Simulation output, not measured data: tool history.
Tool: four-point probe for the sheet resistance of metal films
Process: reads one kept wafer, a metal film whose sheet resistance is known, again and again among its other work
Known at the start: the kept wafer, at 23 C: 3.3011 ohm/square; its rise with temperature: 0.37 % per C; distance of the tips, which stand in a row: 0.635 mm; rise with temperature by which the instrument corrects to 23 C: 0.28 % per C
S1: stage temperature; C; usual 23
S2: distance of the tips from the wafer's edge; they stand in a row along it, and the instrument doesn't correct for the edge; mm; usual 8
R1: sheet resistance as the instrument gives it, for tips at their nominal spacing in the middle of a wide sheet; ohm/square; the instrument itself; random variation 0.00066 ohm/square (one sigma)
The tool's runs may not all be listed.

run    hour  S1  S2        R1
  1       0  23   8  3.314669
  2    36.5  23   8  3.313686
  3    86.1  23   8  3.313419
  4   121.7  23  58  3.303028
  5   161.8  23  58  3.302858
  6   208.7  23  49  3.302038
  7   244.9  23  49  3.302602
  8   266.6  23  49  3.303835
  9   301.3  23   8  3.313866
 10   329.2  23   8  3.312848
 11   370.8  23   8   3.31501
 12   403.1  23   8  3.315024
 13   434.3  23  12  3.307342
 14   469.9  23  10  3.308817
 15   504.5  23  55  3.304011
 16   537.9  23  55  3.302028
 17   588.5  23   9  3.310854
 18   629.4  23  23   3.30389
 19   652.8  23  23  3.304434
 20   699.5  23  28  3.302643
 21   733.4  19  28  3.291372
 22   770.7  19  29  3.291693
 23   809.3  19  19  3.293041
 24   860.3  32   5  3.356749
 25   903.1  27  11  3.319179
 26   951.9  23  47  3.302186
 27   998.1  23  47  3.301568
 28  1045.8  23  47  3.302403
 29  1068.4  34   7  3.348721
 30  1104.8  22   5  3.328113
 31  1130.4  23  59   3.30203
 32  1168.1  21   6  3.315247
 33  1199.1  31   8  3.336321
 34  1249.4  25  19  3.310417
 35  1290.6  23  67  3.302385
 36  1332.5  28  42   3.31583
 37  1355.2  19  10  3.297453
 38  1388.7  25   5  3.336227
 39  1420.4  23  13  3.306099
 40  1451.7  22  40  3.299766
 41  1499.5  25  14  3.311362
 42  1549.1  25  14  3.310618
 43  1585.6  29  14  3.322662
 44  1615.1  29  14  3.320906
 45  1656.2  22  29  3.298501
 46    1687  28  22  3.317661

Forecast each of these 3 alternatives for the next run:
  A  1728.4  23  21   ?
  B  1728.4  33  31   ?
  C  1728.4  23  66   ?

run        R1
  A  3.302868
  B  3.330447
  C  3.300933
Without the tool's hidden state the same runs would have given:
run        R1
  A  3.302725
  B  3.330425
  C   3.30079

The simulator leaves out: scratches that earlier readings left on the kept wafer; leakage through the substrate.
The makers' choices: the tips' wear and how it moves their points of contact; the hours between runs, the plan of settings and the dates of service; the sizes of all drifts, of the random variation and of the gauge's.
